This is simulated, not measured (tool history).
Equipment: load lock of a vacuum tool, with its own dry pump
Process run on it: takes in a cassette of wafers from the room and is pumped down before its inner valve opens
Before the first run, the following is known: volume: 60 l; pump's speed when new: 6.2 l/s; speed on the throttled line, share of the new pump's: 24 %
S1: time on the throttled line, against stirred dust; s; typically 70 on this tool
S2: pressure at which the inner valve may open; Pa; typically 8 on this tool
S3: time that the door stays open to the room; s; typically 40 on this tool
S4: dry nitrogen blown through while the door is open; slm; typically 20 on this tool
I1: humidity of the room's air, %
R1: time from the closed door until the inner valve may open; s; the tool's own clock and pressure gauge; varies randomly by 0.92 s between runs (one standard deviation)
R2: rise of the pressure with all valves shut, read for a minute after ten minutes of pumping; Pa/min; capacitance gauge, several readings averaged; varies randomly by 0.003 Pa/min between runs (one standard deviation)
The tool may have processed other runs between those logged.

{"run": 1, "hour": 0.0, "S1": 70, "S2": 8, "S3": 40, "S4": 20, "I1": 47.4, "R1": 148.4, "R2": 0.045}
{"run": 2, "hour": 179.1, "S1": 70, "S2": 8, "S3": 40, "S4": 20, "I1": 45.2, "R1": 147.2, "R2": 0.041}
{"run": 3, "hour": 421.0, "S1": 70, "S2": 8, "S3": 40, "S4": 20, "I1": 45.9, "R1": 149.3, "R2": 0.043}
{"run": 4, "hour": 541.8, "S1": 70, "S2": 8, "S3": 40, "S4": 20, "I1": 42.9, "R1": 150.2, "R2": 0.039}
{"run": 5, "hour": 655.4, "S1": 77, "S2": 8, "S3": 40, "S4": 20, "I1": 44.3, "R1": 155.9, "R2": 0.04}
{"run": 6, "hour": 838.8, "S1": 60, "S2": 8, "S3": 40, "S4": 20, "I1": 43.7, "R1": 141.3, "R2": 0.048}
{"run": 7, "hour": 972.8, "S1": 53, "S2": 8, "S3": 40, "S4": 20, "I1": 45.5, "R1": 137.0, "R2": 0.047}
{"run": 8, "hour": 1109.3, "S1": 53, "S2": 9, "S3": 40, "S4": 20, "I1": 44.8, "R1": 136.4, "R2": 0.05}
{"run": 9, "hour": 1321.5, "S1": 53, "S2": 9, "S3": 40, "S4": 14, "I1": 47.9, "R1": 135.6, "R2": 0.055}
{"run": 10, "hour": 1493.1, "S1": 88, "S2": 8, "S3": 40, "S4": 20, "I1": 45.9, "R1": 165.4, "R2": 0.053}
{"run": 11, "hour": 1700.1, "S1": 70, "S2": 8, "S3": 40, "S4": 20, "I1": 44.0, "R1": 151.6, "R2": 0.048}
{"run": 12, "hour": 1810.2, "S1": 70, "S2": 8, "S3": 40, "S4": 20, "I1": 45.0, "R1": 151.1, "R2": 0.049}
{"run": 13, "hour": 1952.8, "S1": 70, "S2": 8, "S3": 208, "S4": 43, "I1": 49.5, "R1": 150.7, "R2": 0.056}
{"run": 14, "hour": 2095.3, "S1": 70, "S2": 8, "S3": 83, "S4": 20, "I1": 44.5, "R1": 154.4, "R2": 0.058}
{"run": 15, "hour": 2320.7, "S1": 70, "S2": 8, "S3": 83, "S4": 20, "I1": 45.1, "R1": 152.2, "R2": 0.059}
{"run": 16, "hour": 2469.2, "S1": 108, "S2": 8, "S3": 115, "S4": 20, "I1": 43.2, "R1": 179.9, "R2": 0.062}
{"run": 17, "hour": 2651.5, "S1": 108, "S2": 9, "S3": 27, "S4": 20, "I1": 46.2, "R1": 179.3, "R2": 0.052}
{"run": 18, "hour": 2868.3, "S1": 108, "S2": 9, "S3": 27, "S4": 20, "I1": 43.2, "R1": 180.0, "R2": 0.058}
{"run": 19, "hour": 3060.2, "S1": 108, "S2": 9, "S3": 201, "S4": 20, "I1": 44.2, "R1": 178.6, "R2": 0.068}
{"run": 20, "hour": 3252.3, "S1": 40, "S2": 9, "S3": 201, "S4": 5, "I1": 48.1, "R1": 131.9, "R2": 0.095}
{"run": 21, "hour": 3464.1, "S1": 70, "S2": 10, "S3": 129, "S4": 20, "I1": 44.7, "R1": 152.1, "R2": 0.071}

Measured less the same run without the tool's hidden state. The same run-to-run variation is in both; the gauge's scatter may not be:
The tool's hidden condition here consists of: pump's speed, % of a new pump's; leak at the door's seal, Pa l/s; drift of the gauge itself on ready_s, %; drift of the gauge itself on rise_pa_min, %.
run=1 R1=+3.7 R2=+0.026
run=2 R1=+4.0 R2=+0.027
run=3 R1=+4.4 R2=+0.028
run=4 R1=+4.6 R2=+0.029
run=5 R1=+4.8 R2=+0.030
run=6 R1=+5.5 R2=+0.031
run=7 R1=+5.9 R2=+0.031
run=8 R1=+5.9 R2=+0.032
run=9 R1=+6.3 R2=+0.034
run=10 R1=+6.2 R2=+0.034
run=11 R1=+6.8 R2=+0.036
run=12 R1=+7.0 R2=+0.037
run=13 R1=+7.2 R2=+0.038
run=14 R1=+7.7 R2=+0.039
run=15 R1=+7.9 R2=+0.039
run=16 R1=+7.2 R2=+0.041
run=17 R1=+7.3 R2=+0.042
run=18 R1=+7.8 R2=+0.043
run=19 R1=+8.0 R2=+0.045
run=20 R1=+10.8 R2=+0.046
run=21 R1=+9.9 R2=+0.047

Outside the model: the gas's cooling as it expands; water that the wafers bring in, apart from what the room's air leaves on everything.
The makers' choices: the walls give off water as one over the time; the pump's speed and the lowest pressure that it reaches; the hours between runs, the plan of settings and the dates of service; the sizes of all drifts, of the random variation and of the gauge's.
